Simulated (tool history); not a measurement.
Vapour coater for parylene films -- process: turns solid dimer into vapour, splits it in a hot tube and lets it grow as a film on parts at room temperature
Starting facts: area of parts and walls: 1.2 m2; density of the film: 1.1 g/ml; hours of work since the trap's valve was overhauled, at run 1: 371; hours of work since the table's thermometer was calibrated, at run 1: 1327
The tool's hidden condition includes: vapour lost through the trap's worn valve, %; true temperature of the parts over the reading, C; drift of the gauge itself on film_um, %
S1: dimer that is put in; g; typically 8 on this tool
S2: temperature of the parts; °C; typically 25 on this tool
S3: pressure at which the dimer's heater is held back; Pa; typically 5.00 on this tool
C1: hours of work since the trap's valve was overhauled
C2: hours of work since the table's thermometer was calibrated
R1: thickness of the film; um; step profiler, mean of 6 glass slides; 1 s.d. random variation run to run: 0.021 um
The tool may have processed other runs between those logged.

Run 1, day 0.000: usual settings; C1 371; C2 1327. Result: R1 3.54 um.
Run 2, day 1.238: usual settings; C1 395; C2 1351. Result: R1 3.58 um.
Run 3, day 2.975: usual settings; C1 428; C2 1383. Result: R1 3.53 um.
At day 4.475: trap's valve overhauled.
Run 4, day 5.321: usual settings; C1 16; C2 1425. Result: R1 3.78 um.
Run 5, day 6.262: usual settings; C1 34; C2 1442. Result: R1 3.75 um.
Run 6, day 7.200: usual settings but S1 4 g; C1 51; C2 1460. Result: R1 1.88 um.
Run 7, day 8.346: usual settings but S1 4 g; C1 73; C2 1482. Result: R1 1.84 um.
Run 8, day 9.671: usual settings but S1 4 g; C1 98; C2 1507. Result: R1 1.85 um.
Run 9, day 11.846: usual settings but S1 4 g; C1 139; C2 1548. Result: R1 1.83 um.
Run 10, day 13.042: usual settings but S1 4 g; C1 162; C2 1570. Result: R1 1.80 um.
Run 11, day 15.038: usual settings but S1 4 g, S3 2.93 Pa; C1 199; C2 1608. Result: R1 1.97 um.
Run 12, day 16.042: usual settings; C1 218; C2 1627. Result: R1 3.60 um.
Run 13, day 16.979: usual settings but S2 26 °C; C1 236; C2 1644. Result: R1 3.52 um.
At day 17.142: table's thermometer calibrated.
Run 14, day 18.008: usual settings but S1 4 g; C1 254; C2 16. Result: R1 1.80 um.
Run 15, day 19.417: usual settings but S1 4 g, S3 6.81 Pa; C1 281; C2 43. Result: R1 1.69 um.
Run 16, day 20.358: usual settings but S1 4 g, S3 6.81 Pa; C1 299; C2 61. Result: R1 1.69 um.
Run 17, day 21.308: usual settings; C1 317; C2 79. Result: R1 3.52 um.
Run 18, day 22.533: usual settings; C1 340; C2 102. Result: R1 3.56 um.
Run 19, day 23.600: usual settings; C1 360; C2 122. Result: R1 3.51 um.
Run 20, day 25.125: usual settings; C1 389; C2 151. Result: R1 3.51 um.
At day 25.338: table's thermometer calibrated, once more.
Run 21, day 27.338: usual settings; C1 430; C2 38. Result: R1 3.63 um.
At day 28.771: trap's valve overhauled.
Run 22, day 28.979: usual settings; C1 4; C2 66. Result: R1 3.84 um.
Run 23, day 31.150: usual settings; C1 45; C2 106. Result: R1 3.83 um.
Run 24, day 33.238: usual settings but S3 8.45 Pa; C1 84; C2 146. Result: R1 3.53 um.
Run 25, day 34.508: usual settings but S1 10 g, S3 4.78 Pa; C1 108; C2 170. Result: R1 4.81 um.
Run 26, day 35.912: usual settings but S1 11 g, S3 11.63 Pa; C1 135; C2 196. Result: R1 4.54 um.
Run 27, day 37.733: usual settings but S2 30 °C, S3 7.66 Pa; C1 169; C2 231. Result: R1 3.09 um.
Run 28, day 39.588: usual settings but S1 4 g, S2 30 °C, S3 3.39 Pa; C1 204; C2 266. Result: R1 1.74 um.
Run 29, day 40.717: usual settings but S2 32 °C, S3 5.36 Pa; C1 225; C2 287. Result: R1 3.05 um.
Run 30, day 42.588: usual settings but S1 5 g, S2 22 °C, S3 3.73 Pa; C1 261; C2 322. Result: R1 2.61 um.
Run 31, day 44.358: usual settings but S1 5 g, S2 22 °C, S3 4.09 Pa; C1 294; C2 356. Result: R1 2.56 um.
Run 32, day 45.521: usual settings but S1 9 g, S2 27 °C, S3 4.09 Pa; C1 316; C2 378. Result: R1 4.07 um.
Run 33, day 47.017: usual settings but S1 7 g, S2 26 °C, S3 4.60 Pa; C1 344; C2 406. Result: R1 3.16 um.
Run 34, day 48.858: usual settings but S1 6 g, S3 4.12 Pa; C1 379; C2 440. Result: R1 2.81 um.
Run 35, day 50.483: usual settings but S3 2.11 Pa; C1 410; C2 471. Result: R1 4.15 um.
Run 36, day 52.708: usual settings but S1 14 g, S2 22 °C, S3 11.65 Pa; C1 451; C2 513. Result: R1 5.89 um.
At day 52.975: trap's valve overhauled.
Run 37, day 54.008: usual settings but S1 11 g, S2 37 °C, S3 7.51 Pa; C1 19; C2 534. Result: R1 3.55 um.
Run 38, day 55.683: usual settings but S1 11 g, S2 37 °C, S3 7.51 Pa; C1 51; C2 566. Result: R1 3.54 um.
Run 39, day 57.154: usual settings but S1 7 g, S3 5.48 Pa; C1 79; C2 594. Result: R1 3.28 um.
Run 40, day 58.983: usual settings but S1 6 g, S2 20 °C, S3 2.11 Pa; C1 113; C2 628. Result: R1 3.72 um.
Run 41, day 60.196: usual settings but S1 6 g, S2 20 °C, S3 2.11 Pa; C1 136; C2 651. Result: R1 3.71 um.
Run 42, day 61.150: usual settings but S1 9 g, S2 20 °C, S3 2.11 Pa; C1 154; C2 669. Result: R1 5.57 um.
Run 43, day 62.858: usual settings but S1 10 g, S2 18 °C; C1 186; C2 701. Result: R1 5.59 um.
Run 44, day 64.954: usual settings but S1 10 g, S2 18 °C; C1 226; C2 741. Result: R1 5.63 um.
Run 45, day 66.317: usual settings but S1 11 g, S2 35 °C, S3 2.58 Pa; C1 252; C2 767. Result: R1 4.27 um.
Run 46, day 67.392: usual settings but S1 11 g, S2 35 °C, S3 2.58 Pa; C1 272; C2 787. Result: R1 4.25 um.
Run 47, day 68.304: usual settings but S1 10 g; C1 289; C2 804. Result: R1 4.54 um.

Across each entry between runs, compare the hidden state at the last listed run before it with the hidden state at the first listed run after it:
In the gap between runs 3 and 4: trap's valve overhauled (day 4.475)
  vapour lost through the trap's worn valve, %: 6.7 -> 0.3; true temperature of the parts over the reading, C: 0.98 -> 1.01
  measured value less the no-hidden-state value, R1: -0.36 -> -0.12 um
In the gap between runs 13 and 14: table's thermometer calibrated (day 17.142)
  vapour lost through the trap's worn valve, %: 3.5 -> 3.7; true temperature of the parts over the reading, C: 1.17 -> 1.3
  measured value less the no-hidden-state value, R1: -0.25 -> -0.13 um
In the gap between runs 20 and 21: table's thermometer calibrated, once more (day 25.338)
  vapour lost through the trap's worn valve, %: 5.7 -> 6.3; true temperature of the parts over the reading, C: 1.4 -> 0.01
  measured value less the no-hidden-state value, R1: -0.36 -> -0.24 um
In the gap between runs 21 and 22: trap's valve overhauled (day 28.771)
  vapour lost through the trap's worn valve, %: 6.3 -> 0.2; true temperature of the parts over the reading, C: 0.01 -> 0.03
  measured value less the no-hidden-state value, R1: -0.24 -> -0.01 um
In the gap between runs 36 and 37: trap's valve overhauled (day 52.975)
  vapour lost through the trap's worn valve, %: 6.7 -> 0.7; true temperature of the parts over the reading, C: 0.37 -> 0.38
  measured value less the no-hidden-state value, R1: -0.48 -> -0.06 um

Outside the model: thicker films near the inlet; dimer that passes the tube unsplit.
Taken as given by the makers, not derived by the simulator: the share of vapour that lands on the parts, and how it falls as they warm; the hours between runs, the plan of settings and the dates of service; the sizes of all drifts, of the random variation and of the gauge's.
